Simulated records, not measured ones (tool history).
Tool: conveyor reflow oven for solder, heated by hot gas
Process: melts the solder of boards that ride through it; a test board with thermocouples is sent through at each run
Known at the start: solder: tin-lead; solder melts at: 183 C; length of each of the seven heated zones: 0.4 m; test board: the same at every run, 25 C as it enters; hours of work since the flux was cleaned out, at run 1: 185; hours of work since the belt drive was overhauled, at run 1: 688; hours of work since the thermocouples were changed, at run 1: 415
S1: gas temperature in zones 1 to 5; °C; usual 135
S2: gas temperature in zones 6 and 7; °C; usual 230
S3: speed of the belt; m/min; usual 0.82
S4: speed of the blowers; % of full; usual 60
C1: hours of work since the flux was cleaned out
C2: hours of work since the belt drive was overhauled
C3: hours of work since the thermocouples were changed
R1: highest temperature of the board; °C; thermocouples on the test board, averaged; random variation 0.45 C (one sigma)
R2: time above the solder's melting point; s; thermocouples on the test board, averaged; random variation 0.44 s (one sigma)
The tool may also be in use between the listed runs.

{"run": 1, "hour": 0.0, "S1": 135, "S2": 230, "S3": 0.82, "S4": 60, "C1": 185, "C2": 688, "C3": 415, "R1": 211.5, "R2": 39.2}
{"run": 2, "hour": 25.3, "S1": 135, "S2": 230, "S3": 0.82, "S4": 60, "C1": 201, "C2": 704, "C3": 431, "R1": 209.8, "R2": 38.8}
{"run": 3, "hour": 45.0, "S1": 135, "S2": 230, "S3": 0.82, "S4": 60, "C1": 213, "C2": 716, "C3": 444, "R1": 210.3, "R2": 38.5}
{"run": 4, "hour": 62.9, "S1": 135, "S2": 230, "S3": 0.82, "S4": 60, "C1": 225, "C2": 728, "C3": 455, "R1": 210.7, "R2": 39.3}
{"run": 5, "hour": 89.2, "S1": 135, "S2": 230, "S3": 0.82, "S4": 60, "C1": 241, "C2": 744, "C3": 472, "R1": 210.7, "R2": 38.8}
{"run": 6, "hour": 107.0, "S1": 135, "S2": 230, "S3": 0.82, "S4": 60, "C1": 252, "C2": 756, "C3": 483, "R1": 210.1, "R2": 38.6}
{"hour": 113.9, "done": "flux residue cleaned out of gas plates and filters"}
{"run": 7, "hour": 131.7, "S1": 135, "S2": 242, "S3": 0.82, "S4": 60, "C1": 11, "C2": 768, "C3": 495, "R1": 222.3, "R2": 47.7}
{"run": 8, "hour": 158.2, "S1": 135, "S2": 230, "S3": 0.82, "S4": 60, "C1": 28, "C2": 785, "C3": 512, "R1": 211.8, "R2": 39.9}
{"run": 9, "hour": 181.7, "S1": 135, "S2": 230, "S3": 0.82, "S4": 60, "C1": 43, "C2": 800, "C3": 527, "R1": 211.9, "R2": 40.6}
{"run": 10, "hour": 193.7, "S1": 135, "S2": 230, "S3": 0.82, "S4": 60, "C1": 50, "C2": 807, "C3": 534, "R1": 211.4, "R2": 39.7}
{"run": 11, "hour": 207.9, "S1": 135, "S2": 230, "S3": 0.82, "S4": 60, "C1": 59, "C2": 816, "C3": 543, "R1": 212.3, "R2": 40.6}
{"run": 12, "hour": 224.2, "S1": 135, "S2": 238, "S3": 0.82, "S4": 60, "C1": 70, "C2": 826, "C3": 554, "R1": 218.7, "R2": 43.8}
{"run": 13, "hour": 243.9, "S1": 135, "S2": 238, "S3": 0.82, "S4": 63, "C1": 82, "C2": 839, "C3": 566, "R1": 218.2, "R2": 45.1}
{"hour": 262.6, "done": "belt drive overhauled, speed set with a stopwatch"}
{"run": 14, "hour": 268.6, "S1": 149, "S2": 230, "S3": 0.82, "S4": 60, "C1": 95, "C2": 4, "C3": 579, "R1": 213.5, "R2": 44.8}
{"run": 15, "hour": 287.3, "S1": 149, "S2": 230, "S3": 0.82, "S4": 60, "C1": 107, "C2": 16, "C3": 591, "R1": 214.2, "R2": 44.6}
{"run": 16, "hour": 315.6, "S1": 149, "S2": 230, "S3": 0.82, "S4": 60, "C1": 125, "C2": 33, "C3": 609, "R1": 213.8, "R2": 45.5}
{"run": 17, "hour": 340.8, "S1": 149, "S2": 230, "S3": 0.82, "S4": 60, "C1": 141, "C2": 49, "C3": 625, "R1": 213.4, "R2": 45.4}
{"run": 18, "hour": 357.6, "S1": 135, "S2": 230, "S3": 0.764, "S4": 60, "C1": 151, "C2": 60, "C3": 635, "R1": 212, "R2": 43.2}
{"run": 19, "hour": 373.7, "S1": 127, "S2": 230, "S3": 0.82, "S4": 67, "C1": 161, "C2": 70, "C3": 646, "R1": 210.3, "R2": 36.4}

Forecast run 20:
{"run": 20, "hour": 399.6, "S1": 125, "S2": 238, "S3": 0.791, "S4": 75, "C1": 178, "C2": 87, "C3": 662, "R1": "?", "R2": "?"}

Run 20 gave R1 220.1 °C, R2 44 s.
Without the tool's hidden state the same run would have given R1 222.8 °C, R2 45.6 s.
